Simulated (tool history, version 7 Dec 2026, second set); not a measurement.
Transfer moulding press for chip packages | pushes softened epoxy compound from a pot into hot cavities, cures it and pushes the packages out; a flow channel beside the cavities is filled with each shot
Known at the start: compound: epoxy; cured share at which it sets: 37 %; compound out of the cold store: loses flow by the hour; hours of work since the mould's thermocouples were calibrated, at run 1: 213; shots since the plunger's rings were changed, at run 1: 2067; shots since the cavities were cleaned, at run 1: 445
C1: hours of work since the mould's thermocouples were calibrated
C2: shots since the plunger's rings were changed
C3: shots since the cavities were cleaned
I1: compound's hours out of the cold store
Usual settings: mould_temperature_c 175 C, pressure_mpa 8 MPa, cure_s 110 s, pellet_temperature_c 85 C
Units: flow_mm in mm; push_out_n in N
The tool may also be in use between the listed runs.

{"run": 1, "hour": 0.0, "mould_temperature_c": 175, "pressure_mpa": 8, "cure_s": 110, "pellet_temperature_c": 85, "C1": 213, "C2": 2067, "C3": 445, "I1": 30, "flow_mm": 761, "push_out_n": 278}
{"run": 2, "hour": 5.4, "mould_temperature_c": 175, "pressure_mpa": 8, "cure_s": 110, "pellet_temperature_c": 85, "C1": 216, "C2": 2129, "C3": 507, "I1": 8.9, "flow_mm": 828, "push_out_n": 292}
{"run": 3, "hour": 11.9, "mould_temperature_c": 175, "pressure_mpa": 8, "cure_s": 110, "pellet_temperature_c": 85, "C1": 221, "C2": 2201, "C3": 579, "I1": 16.4, "flow_mm": 803, "push_out_n": 307}
{"hour": 16.0, "done": "cavities cleaned with cleaning compound and waxed"}
{"run": 4, "hour": 21.4, "mould_temperature_c": 175, "pressure_mpa": 8, "cure_s": 110, "pellet_temperature_c": 85, "C1": 226, "C2": 2292, "C3": 62, "I1": 25.5, "flow_mm": 773, "push_out_n": 295}
{"run": 5, "hour": 26.3, "mould_temperature_c": 175, "pressure_mpa": 8, "cure_s": 110, "pellet_temperature_c": 85, "C1": 230, "C2": 2347, "C3": 117, "I1": 38.2, "flow_mm": 739, "push_out_n": 285}
{"run": 6, "hour": 35.9, "mould_temperature_c": 175, "pressure_mpa": 8, "cure_s": 110, "pellet_temperature_c": 85, "C1": 236, "C2": 2455, "C3": 225, "I1": 15.9, "flow_mm": 808, "push_out_n": 274}
{"run": 7, "hour": 47.4, "mould_temperature_c": 183, "pressure_mpa": 8, "cure_s": 110, "pellet_temperature_c": 85, "C1": 244, "C2": 2586, "C3": 356, "I1": 11, "flow_mm": 779, "push_out_n": 238}
{"run": 8, "hour": 59.2, "mould_temperature_c": 183, "pressure_mpa": 8, "cure_s": 110, "pellet_temperature_c": 85, "C1": 252, "C2": 2718, "C3": 488, "I1": 34.2, "flow_mm": 710, "push_out_n": 239}
{"run": 9, "hour": 65.4, "mould_temperature_c": 183, "pressure_mpa": 8, "cure_s": 136, "pellet_temperature_c": 85, "C1": 256, "C2": 2788, "C3": 558, "I1": 24.5, "flow_mm": 743, "push_out_n": 234}
{"hour": 71.3, "done": "cavities cleaned with cleaning compound and waxed"}
{"run": 10, "hour": 74.4, "mould_temperature_c": 175, "pressure_mpa": 8, "cure_s": 110, "pellet_temperature_c": 85, "C1": 262, "C2": 2873, "C3": 35, "I1": 22.7, "flow_mm": 782, "push_out_n": 294}
{"run": 11, "hour": 79.5, "mould_temperature_c": 175, "pressure_mpa": 8, "cure_s": 110, "pellet_temperature_c": 85, "C1": 265, "C2": 2931, "C3": 93, "I1": 25.6, "flow_mm": 778, "push_out_n": 288}
{"run": 12, "hour": 89.4, "mould_temperature_c": 175, "pressure_mpa": 8, "cure_s": 103, "pellet_temperature_c": 85, "C1": 272, "C2": 3042, "C3": 204, "I1": 15.5, "flow_mm": 804, "push_out_n": 322}
{"run": 13, "hour": 100.4, "mould_temperature_c": 175, "pressure_mpa": 8, "cure_s": 110, "pellet_temperature_c": 94, "C1": 279, "C2": 3166, "C3": 328, "I1": 9.3, "flow_mm": 825, "push_out_n": 298}
{"run": 14, "hour": 110.4, "mould_temperature_c": 175, "pressure_mpa": 8, "cure_s": 110, "pellet_temperature_c": 86, "C1": 286, "C2": 3279, "C3": 441, "I1": 9, "flow_mm": 830, "push_out_n": 303}
{"run": 15, "hour": 122.2, "mould_temperature_c": 175, "pressure_mpa": 8, "cure_s": 110, "pellet_temperature_c": 86, "C1": 294, "C2": 3412, "C3": 574, "I1": 41.3, "flow_mm": 728, "push_out_n": 282}
{"hour": 126.1, "done": "cavities cleaned with cleaning compound and waxed"}
{"run": 16, "hour": 128.7, "mould_temperature_c": 175, "pressure_mpa": 8, "cure_s": 110, "pellet_temperature_c": 86, "C1": 298, "C2": 3468, "C3": 29, "I1": 37.1, "flow_mm": 739, "push_out_n": 290}
{"run": 17, "hour": 137.4, "mould_temperature_c": 175, "pressure_mpa": 8, "cure_s": 110, "pellet_temperature_c": 87, "C1": 304, "C2": 3567, "C3": 128, "I1": 29.8, "flow_mm": 762, "push_out_n": 298}
{"run": 18, "hour": 147.6, "mould_temperature_c": 175, "pressure_mpa": 8, "cure_s": 122, "pellet_temperature_c": 81, "C1": 311, "C2": 3682, "C3": 243, "I1": 45.7, "flow_mm": 720, "push_out_n": 256}
{"run": 19, "hour": 158.8, "mould_temperature_c": 182, "pressure_mpa": 8, "cure_s": 110, "pellet_temperature_c": 85, "C1": 318, "C2": 3808, "C3": 369, "I1": 12, "flow_mm": 782, "push_out_n": 247}
{"run": 20, "hour": 169.8, "mould_temperature_c": 175, "pressure_mpa": 7.54, "cure_s": 103, "pellet_temperature_c": 85, "C1": 326, "C2": 3933, "C3": 494, "I1": 15.8, "flow_mm": 786, "push_out_n": 350}
{"run": 21, "hour": 174.8, "mould_temperature_c": 175, "pressure_mpa": 7.54, "cure_s": 103, "pellet_temperature_c": 85, "C1": 329, "C2": 3988, "C3": 549, "I1": 18.3, "flow_mm": 778, "push_out_n": 332}
{"hour": 181.2, "done": "mould's thermocouples calibrated"}
{"hour": 183.4, "done": "cavities cleaned with cleaning compound and waxed"}
{"run": 22, "hour": 188.0, "mould_temperature_c": 175, "pressure_mpa": 7.54, "cure_s": 103, "pellet_temperature_c": 85, "C1": 4, "C2": 4098, "C3": 52, "I1": 20.6, "flow_mm": 771, "push_out_n": 327}
{"run": 23, "hour": 194.0, "mould_temperature_c": 175, "pressure_mpa": 7.54, "cure_s": 103, "pellet_temperature_c": 85, "C1": 8, "C2": 4166, "C3": 120, "I1": 13.7, "flow_mm": 790, "push_out_n": 325}
{"run": 24, "hour": 205.8, "mould_temperature_c": 175, "pressure_mpa": 7.54, "cure_s": 103, "pellet_temperature_c": 85, "C1": 16, "C2": 4298, "C3": 252, "I1": 15.9, "flow_mm": 780, "push_out_n": 337}
{"run": 25, "hour": 211.5, "mould_temperature_c": 175, "pressure_mpa": 8.76, "cure_s": 110, "pellet_temperature_c": 85, "C1": 20, "C2": 4363, "C3": 317, "I1": 20.9, "flow_mm": 825, "push_out_n": 293}
{"run": 26, "hour": 217.4, "mould_temperature_c": 175, "pressure_mpa": 8.76, "cure_s": 110, "pellet_temperature_c": 85, "C1": 24, "C2": 4429, "C3": 383, "I1": 32.1, "flow_mm": 794, "push_out_n": 291}
{"run": 27, "hour": 228.1, "mould_temperature_c": 175, "pressure_mpa": 8.76, "cure_s": 110, "pellet_temperature_c": 85, "C1": 31, "C2": 4551, "C3": 505, "I1": 37, "flow_mm": 776, "push_out_n": 270}
{"run": 28, "hour": 233.2, "mould_temperature_c": 169, "pressure_mpa": 7.15, "cure_s": 117, "pellet_temperature_c": 85, "C1": 35, "C2": 4608, "C3": 562, "I1": 11.9, "flow_mm": 810, "push_out_n": 416}
{"hour": 238.5, "done": "cavities cleaned with cleaning compound and waxed"}
{"run": 29, "hour": 243.2, "mould_temperature_c": 169, "pressure_mpa": 7.15, "cure_s": 117, "pellet_temperature_c": 85, "C1": 40, "C2": 4704, "C3": 53, "I1": 11.8, "flow_mm": 809, "push_out_n": 401}
{"run": 30, "hour": 249.6, "mould_temperature_c": 175, "pressure_mpa": 8, "cure_s": 124, "pellet_temperature_c": 91, "C1": 45, "C2": 4776, "C3": 125, "I1": 15.1, "flow_mm": 809, "push_out_n": 239}

Forecast each of these 3 alternatives for the next run:
{"run": "A", "hour": 259.9, "mould_temperature_c": 175, "pressure_mpa": 8, "cure_s": 110, "pellet_temperature_c": 86, "C1": 52, "C2": 4892, "C3": 241, "I1": 12.6, "flow_mm": "?", "push_out_n": "?"}
{"run": "B", "hour": 259.9, "mould_temperature_c": 168, "pressure_mpa": 8, "cure_s": 124, "pellet_temperature_c": 91, "C1": 52, "C2": 4892, "C3": 241, "I1": 23.2, "flow_mm": "?", "push_out_n": "?"}
{"run": "C", "hour": 259.9, "mould_temperature_c": 175, "pressure_mpa": 8, "cure_s": 104, "pellet_temperature_c": 91, "C1": 52, "C2": 4892, "C3": 241, "I1": 10.6, "flow_mm": "?", "push_out_n": "?"}

run=A flow_mm=817 push_out_n=312
run=B flow_mm=817 push_out_n=383
run=C flow_mm=822 push_out_n=329
Without the tool's hidden state the same runs would have given:
run=A flow_mm=817 push_out_n=311
run=B flow_mm=818 push_out_n=381
run=C flow_mm=823 push_out_n=327
